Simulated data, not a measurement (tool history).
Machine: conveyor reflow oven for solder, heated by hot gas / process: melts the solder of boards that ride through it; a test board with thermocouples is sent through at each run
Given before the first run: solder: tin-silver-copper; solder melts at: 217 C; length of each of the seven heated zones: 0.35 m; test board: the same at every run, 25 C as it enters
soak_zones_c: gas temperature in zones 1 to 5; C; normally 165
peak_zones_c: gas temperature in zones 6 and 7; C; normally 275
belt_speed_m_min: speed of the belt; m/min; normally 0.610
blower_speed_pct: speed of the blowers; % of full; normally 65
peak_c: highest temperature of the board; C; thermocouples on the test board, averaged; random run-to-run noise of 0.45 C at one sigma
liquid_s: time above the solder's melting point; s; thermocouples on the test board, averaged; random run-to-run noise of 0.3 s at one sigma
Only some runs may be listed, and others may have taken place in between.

run	day	soak_zones_c	peak_zones_c	belt_speed_m_min	blower_speed_pct	peak_c	liquid_s
1	0.000	165	275	0.610	65	257.4	52.6
2	1.767	165	275	0.610	65	258.1	51.8
3	3.288	165	275	0.610	65	257.5	52.1
4	4.454	165	275	0.610	65	257.3	51.9
5	5.650	165	275	0.610	65	255.2	51.1
6	7.000	153	275	0.610	65	254.3	47.7
# day 8.025: flux residue cleaned out of gas plates and filters
7	9.133	166	275	0.610	65	259.8	54.6
8	10.300	166	275	0.610	65	259.8	54.5
9	11.442	165	275	0.638	65	258.6	50.4
10	13.154	165	275	0.610	65	259.0	54.1
11	14.267	165	275	0.596	65	259.2	55.6
12	15.917	165	275	0.596	65	259.7	54.6
13	16.817	165	265	0.659	56	245.4	40.1
14	18.254	166	265	0.659	56	245.5	40.3
15	19.308	166	265	0.659	56	244.9	40.4
16	21.117	180	275	0.610	88	264.0	61.1
17	22.517	165	286	0.657	51	260.2	49.9
18	23.842	165	286	0.657	51	261.0	50.0
19	25.500	166	281	0.523	71	269.2	69.7
20	27.038	166	281	0.523	71	269.5	69.6
21	28.208	165	269	0.533	65	256.4	60.9
22	29.062	175	290	0.544	64	276.0	72.2
23	30.008	175	290	0.567	72	275.8	69.5
# day 31.017: flux residue cleaned out of gas plates and filters
24	31.271	174	275	0.610	65	262.1	58.1

Measured minus without-hidden-state, run by run (identical run-to-run variation in each term; gauge scatter may differ):
Hidden conditions of the tool in this case: heat that the gas passes to the board, % of a clean oven's; belt's true speed, % of the reading; true gas temperature in zones 6 and 7 over the reading, C; drift of the gauge itself on peak_c, C; drift of the gauge itself on liquid_s, %.
run	peak_c	liquid_s
1	-1.0	-0.2
2	-1.2	-0.4
3	-1.4	-0.6
4	-1.5	-0.7
5	-1.7	-0.8
6	-2.2	-1.3
7	+1.4	+1.6
8	+1.3	+1.6
9	+1.2	+1.3
10	+1.0	+1.3
11	+0.8	+1.2
12	+0.7	+1.1
13	+0.5	+0.8
14	+0.4	+0.6
15	+0.3	+0.6
16	+0.2	+1.0
17	-0.3	+0.5
18	-0.4	+0.4
19	-0.1	+1.0
20	-0.3	+0.9
21	-0.3	+0.4
22	-0.5	+1.1
23	-0.8	+1.0
24	+2.3	+2.3

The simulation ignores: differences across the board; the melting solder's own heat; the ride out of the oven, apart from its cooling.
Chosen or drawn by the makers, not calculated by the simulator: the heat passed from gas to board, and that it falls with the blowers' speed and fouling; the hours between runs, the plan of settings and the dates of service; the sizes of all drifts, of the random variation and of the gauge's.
